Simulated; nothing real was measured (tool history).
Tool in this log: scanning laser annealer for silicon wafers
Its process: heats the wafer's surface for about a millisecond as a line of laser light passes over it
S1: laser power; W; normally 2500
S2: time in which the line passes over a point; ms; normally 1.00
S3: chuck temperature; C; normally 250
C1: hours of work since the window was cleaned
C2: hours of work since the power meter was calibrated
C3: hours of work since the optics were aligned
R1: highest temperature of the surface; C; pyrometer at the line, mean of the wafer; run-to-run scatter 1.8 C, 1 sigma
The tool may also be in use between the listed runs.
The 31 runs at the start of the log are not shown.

Run 32, day 76.954: usual settings but S3 268 C; C1 705; C2 380; C3 386. Result: R1 971 C.
At day 78.954: window over the wafer cleaned.
Run 33, day 79.112: usual settings but S3 268 C; C1 3; C2 418; C3 425. Result: R1 1014 C.
Run 34, day 81.567: usual settings but S2 0.95 ms, S3 267 C; C1 48; C2 464; C3 470. Result: R1 987 C.
Run 35, day 84.504: usual settings but S2 1.15 ms, S3 283 C; C1 103; C2 518; C3 525. Result: R1 1084 C.
Run 36, day 86.654: usual settings but S1 2450 W, S2 0.90 ms, S3 221 C; C1 143; C2 558; C3 565. Result: R1 895 C.
Run 37, day 88.942: usual settings but S1 2450 W, S2 0.90 ms, S3 221 C; C1 185; C2 600; C3 607. Result: R1 892 C.
Run 38, day 91.650: usual settings but S1 2450 W, S2 1.02 ms, S3 216 C; C1 235; C2 651; C3 657. Result: R1 937 C.
Run 39, day 93.812: usual settings but S1 2450 W, S2 1.02 ms, S3 216 C; C1 275; C2 691; C3 697. Result: R1 929 C.
Run 40, day 95.408: usual settings but S1 2263 W, S2 0.73 ms, S3 266 C; C1 305; C2 720; C3 727. Result: R1 798 C.
Run 41, day 97.946: usual settings but S1 2576 W, S3 232 C; C1 352; C2 767; C3 774. Result: R1 981 C.

Here are 4 independent what-if runs from the current tool condition. What would each one return?
Run A, day 100.058: usual settings but S1 2275 W, S2 0.99 ms, S3 252 C; C1 391; C2 806; C3 813. Result: R1 ?.
Run B, day 100.058: usual settings but S1 2271 W; C1 391; C2 806; C3 813. Result: R1 ?.
Run C, day 100.058: usual settings but S1 2576 W, S3 270 C; C1 391; C2 806; C3 813. Result: R1 ?.
Run D, day 100.058: usual settings but S1 2421 W, S3 210 C; C1 391; C2 806; C3 813. Result: R1 ?.

run    R1
  A   887
  B   888
  C  1015
  D   901
With the hidden condition removed and each run's random variation left untouched, the same runs would have given:
run    R1
  A   917
  B   918
  C  1050
  D   933
